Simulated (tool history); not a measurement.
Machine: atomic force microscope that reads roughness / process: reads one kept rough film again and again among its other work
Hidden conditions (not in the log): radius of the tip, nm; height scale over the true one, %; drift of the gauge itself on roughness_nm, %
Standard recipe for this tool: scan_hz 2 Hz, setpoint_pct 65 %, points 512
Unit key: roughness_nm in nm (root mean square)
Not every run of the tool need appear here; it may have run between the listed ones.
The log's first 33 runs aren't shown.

| run | hour | scan_hz | setpoint_pct | points | pictures with this tip | hours of work since the height scale was calibrated | roughness_nm |
|---|---|---|---|---|---|---|---|
| 34 | 218.7 | 2.25 | 85 | 512 | 126 | 335 | 1.027 |
| 35 | 226.2 | 2.25 | 85 | 512 | 143 | 340 | 0.994 |
| 36 | 231.7 | 2.25 | 75 | 512 | 155 | 343 | 1.035 |
|  | 234.5 | new tip fitted |
| 37 | 236.7 | 2 | 65 | 728 | 5 | 346 | 1.428 |
| 38 | 242 | 1.72 | 86 | 739 | 17 | 350 | 1.291 |
| 39 | 248.1 | 1.19 | 73 | 783 | 31 | 354 | 1.348 |
| 40 | 252.8 | 2 | 65 | 712 | 41 | 357 | 1.316 |
| 41 | 257.7 | 0.62 | 59 | 459 | 52 | 361 | 1.341 |
| 42 | 263.7 | 1.06 | 56 | 491 | 66 | 365 | 1.299 |
| 43 | 269.1 | 1.06 | 60 | 1008 | 78 | 368 | 1.277 |
| 44 | 278.4 | 1.97 | 90 | 688 | 100 | 374 | 1.048 |
| 45 | 285.4 | 2 | 65 | 657 | 115 | 379 | 1.152 |
| 46 | 291.8 | 2 | 65 | 657 | 130 | 383 | 1.116 |
| 47 | 296.8 | 2 | 56 | 979 | 141 | 387 | 1.127 |
| 48 | 305.2 | 2 | 64 | 895 | 160 | 392 | 1.076 |
|  | 306.6 | new tip fitted |
| 49 | 313.7 | 2 | 64 | 895 | 17 | 398 | 1.428 |
| 50 | 322.9 | 2 | 64 | 895 | 37 | 404 | 1.355 |
| 51 | 327.3 | 2 | 64 | 895 | 47 | 407 | 1.339 |
| 52 | 333.6 | 2 | 61 | 895 | 62 | 411 | 1.3 |

Below are 3 alternative next runs, each starting from the tool's condition after run 52. Predict each:
| A | 342.3 | 1.23 | 58 | 512 | 82 | 417 | ? |
| B | 342.3 | 3.6 | 65 | 512 | 82 | 417 | ? |
| C | 342.3 | 1.21 | 61 | 813 | 82 | 417 | ? |

| run | roughness_nm |
|---|---|
| A | 1.274 |
| B | 1.189 |
| C | 1.274 |
Take away the tool's hidden state, keep each run's random variation, and the runs would have read:
| run | roughness_nm |
|---|---|
| A | 1.508 |
| B | 1.406 |
| C | 1.509 |
